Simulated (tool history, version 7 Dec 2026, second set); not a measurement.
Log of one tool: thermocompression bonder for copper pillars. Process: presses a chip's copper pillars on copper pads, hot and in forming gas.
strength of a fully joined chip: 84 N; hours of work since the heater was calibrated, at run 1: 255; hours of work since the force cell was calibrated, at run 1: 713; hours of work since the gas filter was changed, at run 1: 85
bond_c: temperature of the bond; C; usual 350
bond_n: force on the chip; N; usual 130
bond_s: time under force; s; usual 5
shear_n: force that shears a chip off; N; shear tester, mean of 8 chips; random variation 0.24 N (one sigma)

| run | hour | bond_c | bond_n | bond_s | hours of work since the heater was calibrated | hours of work since the force cell was calibrated | hours of work since the gas filter was changed | shear_n |
|---|---|---|---|---|---|---|---|---|
| 1 | 0 | 350 | 130 | 5 | 255 | 713 | 85 | 43.1 |
| 2 | 23.4 | 350 | 130 | 5 | 270 | 728 | 100 | 43.2 |
| 3 | 63.1 | 350 | 130 | 5 | 296 | 754 | 126 | 42.6 |
|  | 80.8 | forming gas filter changed |
| 4 | 104 | 350 | 126 | 5 | 322 | 780 | 15 | 43.1 |
| 5 | 125.1 | 350 | 126 | 5 | 336 | 794 | 29 | 42.9 |
| 6 | 170.2 | 350 | 126 | 14 | 365 | 823 | 58 | 58 |
| 7 | 215.3 | 350 | 126 | 14 | 394 | 852 | 87 | 58.2 |
| 8 | 246.8 | 350 | 126 | 14 | 415 | 873 | 108 | 57.9 |
|  | 292.6 | forming gas filter changed |
| 9 | 292.6 | 350 | 126 | 14 | 444 | 902 | 0 | 59 |
| 10 | 333.4 | 350 | 130 | 5 | 471 | 929 | 27 | 44.4 |
| 11 | 364.9 | 350 | 130 | 5 | 491 | 949 | 47 | 44.2 |
| 12 | 392.5 | 350 | 130 | 5 | 509 | 967 | 65 | 43.9 |
| 13 | 431 | 350 | 130 | 5 | 534 | 992 | 90 | 43.8 |
| 14 | 471.4 | 350 | 130 | 5 | 560 | 1018 | 116 | 42.9 |
| 15 | 498.3 | 350 | 130 | 5 | 578 | 1036 | 134 | 43.5 |
|  | 503.7 | forming gas filter changed |
| 16 | 521.1 | 350 | 130 | 5 | 592 | 1050 | 11 | 44.5 |
| 17 | 546.8 | 350 | 130 | 5 | 609 | 1067 | 28 | 44.5 |
| 18 | 567.6 | 350 | 130 | 5 | 623 | 1081 | 42 | 44.5 |
| 19 | 592.6 | 350 | 130 | 5 | 639 | 1097 | 58 | 44.3 |
| 20 | 620.5 | 350 | 130 | 5 | 657 | 1115 | 76 | 44.1 |
|  | 627.9 | force cell calibrated |
| 21 | 647 | 346 | 118 | 5 | 673 | 12 | 92 | 42.1 |
| 22 | 679.6 | 346 | 87 | 7 | 694 | 34 | 113 | 40 |
| 23 | 701.1 | 350 | 164 | 5 | 708 | 48 | 127 | 51.3 |
|  | 705.6 | heater calibrated with a thermocouple chip |
|  | 718 | forming gas filter changed |
| 24 | 728.5 | 350 | 111 | 5 | 15 | 64 | 7 | 44.2 |
| 25 | 759.1 | 330 | 191 | 13 | 34 | 84 | 27 | 62.9 |
| 26 | 783.8 | 328 | 96 | 3 | 50 | 100 | 43 | 26.5 |
| 27 | 808.6 | 328 | 86 | 4 | 67 | 116 | 59 | 27.1 |
| 28 | 832.6 | 369 | 180 | 14 | 82 | 131 | 74 | 75.6 |
| 29 | 867.3 | 350 | 89 | 4 | 105 | 154 | 97 | 35.6 |
| 30 | 897.2 | 350 | 89 | 4 | 124 | 173 | 116 | 35.7 |
|  | 920.3 | heater calibrated with a thermocouple chip, once more |
|  | 931.1 | forming gas filter changed |
| 31 | 945.4 | 342 | 158 | 4 | 16 | 203 | 9 | 42.3 |
| 32 | 974 | 324 | 195 | 5 | 35 | 222 | 28 | 42.5 |
| 33 | 1020 | 324 | 195 | 5 | 64 | 252 | 58 | 41.9 |
| 34 | 1045.6 | 371 | 130 | 5 | 81 | 268 | 74 | 52.4 |
| 35 | 1085.3 | 323 | 118 | 8 | 107 | 294 | 100 | 36.8 |
| 36 | 1108.6 | 323 | 104 | 10 | 122 | 309 | 115 | 37.1 |
|  | 1141.3 | forming gas filter changed |
| 37 | 1141.3 | 349 | 99 | 10 | 143 | 330 | 0 | 48.4 |
| 38 | 1167.8 | 349 | 171 | 10 | 160 | 347 | 17 | 62.1 |
| 39 | 1199 | 349 | 171 | 10 | 180 | 368 | 37 | 61.2 |

3 ways to go on from here, each from the tool as it stands after run 39. What would each give?
| A | 1228.1 | 380 | 186 | 3 | 199 | 387 | 56 | ? |
| B | 1228.1 | 350 | 180 | 10 | 199 | 387 | 56 | ? |
| C | 1228.1 | 349 | 138 | 10 | 199 | 387 | 56 | ? |

| run | shear_n |
|---|---|
| A | 57.8 |
| B | 62.4 |
| C | 55.3 |
Without the tool's hidden state the same runs would have given:
| run | shear_n |
|---|---|
| A | 58.5 |
| B | 63 |
| C | 55.8 |
